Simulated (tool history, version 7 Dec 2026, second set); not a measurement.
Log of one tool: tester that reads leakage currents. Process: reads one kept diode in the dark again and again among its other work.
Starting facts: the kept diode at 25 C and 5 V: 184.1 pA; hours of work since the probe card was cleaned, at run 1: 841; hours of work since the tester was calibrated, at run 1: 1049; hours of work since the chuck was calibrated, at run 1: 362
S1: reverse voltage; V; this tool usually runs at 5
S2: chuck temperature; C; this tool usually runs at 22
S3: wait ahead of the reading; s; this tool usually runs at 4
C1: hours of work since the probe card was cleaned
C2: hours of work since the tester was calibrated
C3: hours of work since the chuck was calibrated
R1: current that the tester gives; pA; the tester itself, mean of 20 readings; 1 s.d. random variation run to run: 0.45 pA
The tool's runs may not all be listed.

{"run": 1, "day": 0.0, "S1": 5, "S2": 22, "S3": 4, "C1": 841, "C2": 1049, "C3": 362, "R1": 141.31}
{"run": 2, "day": 1.458, "S1": 5, "S2": 22, "S3": 4, "C1": 865, "C2": 1073, "C3": 386, "R1": 141.58}
{"run": 3, "day": 2.796, "S1": 5, "S2": 22, "S3": 4, "C1": 887, "C2": 1095, "C3": 408, "R1": 140.87}
{"run": 4, "day": 4.388, "S1": 5, "S2": 22, "S3": 4, "C1": 913, "C2": 1121, "C3": 434, "R1": 140.14}
{"run": 5, "day": 5.442, "S1": 5, "S2": 22, "S3": 4, "C1": 930, "C2": 1139, "C3": 451, "R1": 140.15}
{"run": 6, "day": 7.029, "S1": 5, "S2": 22, "S3": 4, "C1": 956, "C2": 1165, "C3": 477, "R1": 139.45}
{"run": 7, "day": 8.817, "S1": 5, "S2": 28, "S3": 4, "C1": 985, "C2": 1194, "C3": 507, "R1": 216.22}
{"run": 8, "day": 10.208, "S1": 5, "S2": 55, "S3": 4, "C1": 1008, "C2": 1217, "C3": 530, "R1": 1280.48}
{"run": 9, "day": 11.746, "S1": 5, "S2": 55, "S3": 1.74, "C1": 1034, "C2": 1242, "C3": 555, "R1": 1268.24}
{"run": 10, "day": 12.579, "S1": 5, "S2": 55, "S3": 0.93, "C1": 1047, "C2": 1256, "C3": 569, "R1": 1272.04}
{"run": 11, "day": 13.954, "S1": 5, "S2": 55, "S3": 0.93, "C1": 1070, "C2": 1278, "C3": 591, "R1": 1266.12}
{"run": 12, "day": 15.117, "S1": 5, "S2": 55, "S3": 0.93, "C1": 1089, "C2": 1297, "C3": 610, "R1": 1268.5}
{"run": 13, "day": 17.008, "S1": 5, "S2": 55, "S3": 0.93, "C1": 1120, "C2": 1328, "C3": 641, "R1": 1263.11}
{"run": 14, "day": 17.996, "S1": 5, "S2": 55, "S3": 0.93, "C1": 1136, "C2": 1345, "C3": 657, "R1": 1260.13}
{"run": 15, "day": 18.967, "S1": 5, "S2": 55, "S3": 0.93, "C1": 1152, "C2": 1361, "C3": 673, "R1": 1261.91}
{"run": 16, "day": 19.958, "S1": 5, "S2": 22, "S3": 4, "C1": 1168, "C2": 1377, "C3": 690, "R1": 136.6}
{"run": 17, "day": 21.538, "S1": 4.43, "S2": 22, "S3": 4, "C1": 1194, "C2": 1403, "C3": 716, "R1": 129.12}
{"run": 18, "day": 22.538, "S1": 4.43, "S2": 22, "S3": 0.54, "C1": 1211, "C2": 1419, "C3": 732, "R1": 129.66}
{"run": 19, "day": 23.733, "S1": 4.43, "S2": 22, "S3": 0.54, "C1": 1230, "C2": 1439, "C3": 752, "R1": 130.11}
{"run": 20, "day": 25.496, "S1": 4.43, "S2": 22, "S3": 0.54, "C1": 1259, "C2": 1468, "C3": 781, "R1": 129.22}
{"run": 21, "day": 27.212, "S1": 4.43, "S2": 22, "S3": 0.54, "C1": 1287, "C2": 1496, "C3": 809, "R1": 128.6}
{"day": 27.5, "done": "probe card cleaned and baked"}
{"run": 22, "day": 28.442, "S1": 4.43, "S2": 22, "S3": 0.54, "C1": 15, "C2": 1514, "C3": 827, "R1": 128.24}
{"run": 23, "day": 29.992, "S1": 4.43, "S2": 28, "S3": 0.54, "C1": 41, "C2": 1539, "C3": 852, "R1": 198.47}
{"run": 24, "day": 31.3, "S1": 4.43, "S2": 23, "S3": 5.49, "C1": 62, "C2": 1561, "C3": 874, "R1": 136.45}
{"run": 25, "day": 32.962, "S1": 4.43, "S2": 23, "S3": 5.49, "C1": 90, "C2": 1588, "C3": 901, "R1": 136.48}
{"day": 33.971, "done": "probe card cleaned and baked, once more"}
{"run": 26, "day": 34.892, "S1": 5.51, "S2": 22, "S3": 4, "C1": 15, "C2": 1618, "C3": 931, "R1": 137.42}
{"run": 27, "day": 36.646, "S1": 5.51, "S2": 22, "S3": 1.41, "C1": 44, "C2": 1647, "C3": 959, "R1": 137.63}
{"run": 28, "day": 37.908, "S1": 1.08, "S2": 37, "S3": 1.38, "C1": 65, "C2": 1667, "C3": 980, "R1": 194.99}
{"run": 29, "day": 39.079, "S1": 1.37, "S2": 22, "S3": 4, "C1": 84, "C2": 1687, "C3": 999, "R1": 73.98}
{"run": 30, "day": 40.088, "S1": 1.37, "S2": 22, "S3": 4, "C1": 100, "C2": 1703, "C3": 1016, "R1": 73.81}
{"day": 40.808, "done": "chuck's temperature calibrated"}
{"run": 31, "day": 41.179, "S1": 10.96, "S2": 38, "S3": 1.56, "C1": 117, "C2": 1720, "C3": 6, "R1": 633.7}
{"run": 32, "day": 42.312, "S1": 15.99, "S2": 21, "S3": 0.83, "C1": 136, "C2": 1738, "C3": 25, "R1": 228.29}
{"run": 33, "day": 43.188, "S1": 15.99, "S2": 21, "S3": 0.83, "C1": 150, "C2": 1753, "C3": 39, "R1": 227.79}
{"run": 34, "day": 44.738, "S1": 7.37, "S2": 46, "S3": 4, "C1": 175, "C2": 1778, "C3": 64, "R1": 898.62}
{"run": 35, "day": 45.929, "S1": 7.37, "S2": 46, "S3": 4, "C1": 195, "C2": 1798, "C3": 84, "R1": 892.56}
{"run": 36, "day": 47.633, "S1": 7.37, "S2": 46, "S3": 4, "C1": 223, "C2": 1826, "C3": 112, "R1": 896.12}
{"run": 37, "day": 49.433, "S1": 1.85, "S2": 21, "S3": 9.92, "C1": 252, "C2": 1855, "C3": 142, "R1": 85.68}
{"run": 38, "day": 51.058, "S1": 2.19, "S2": 21, "S3": 4, "C1": 279, "C2": 1882, "C3": 168, "R1": 92.53}
{"run": 39, "day": 52.104, "S1": 8.76, "S2": 55, "S3": 7.54, "C1": 296, "C2": 1899, "C3": 185, "R1": 1671.87}

Forecast each of these 5 alternatives for the next run:
{"run": "A", "day": 53.517, "S1": 8.76, "S2": 36, "S3": 7.85, "C1": 319, "C2": 1922, "C3": 209, "R1": "?"}
{"run": "B", "day": 53.517, "S1": 6.25, "S2": 22, "S3": 4, "C1": 319, "C2": 1922, "C3": 209, "R1": "?"}
{"run": "C", "day": 53.517, "S1": 5, "S2": 38, "S3": 0.78, "C1": 319, "C2": 1922, "C3": 209, "R1": "?"}
{"run": "D", "day": 53.517, "S1": 6.13, "S2": 47, "S3": 1.19, "C1": 319, "C2": 1922, "C3": 209, "R1": "?"}
{"run": "E", "day": 53.517, "S1": 16.23, "S2": 40, "S3": 1.19, "C1": 319, "C2": 1922, "C3": 209, "R1": "?"}

run=A R1=495.84
run=B R1=158.13
run=C R1=444.77
run=D R1=874.15
run=E R1=853.4
Had the tool no hidden state, the same runs would have come out as:
run=A R1=512.18
run=B R1=163.48
run=C R1=459.44
run=D R1=902.27
run=E R1=881.05

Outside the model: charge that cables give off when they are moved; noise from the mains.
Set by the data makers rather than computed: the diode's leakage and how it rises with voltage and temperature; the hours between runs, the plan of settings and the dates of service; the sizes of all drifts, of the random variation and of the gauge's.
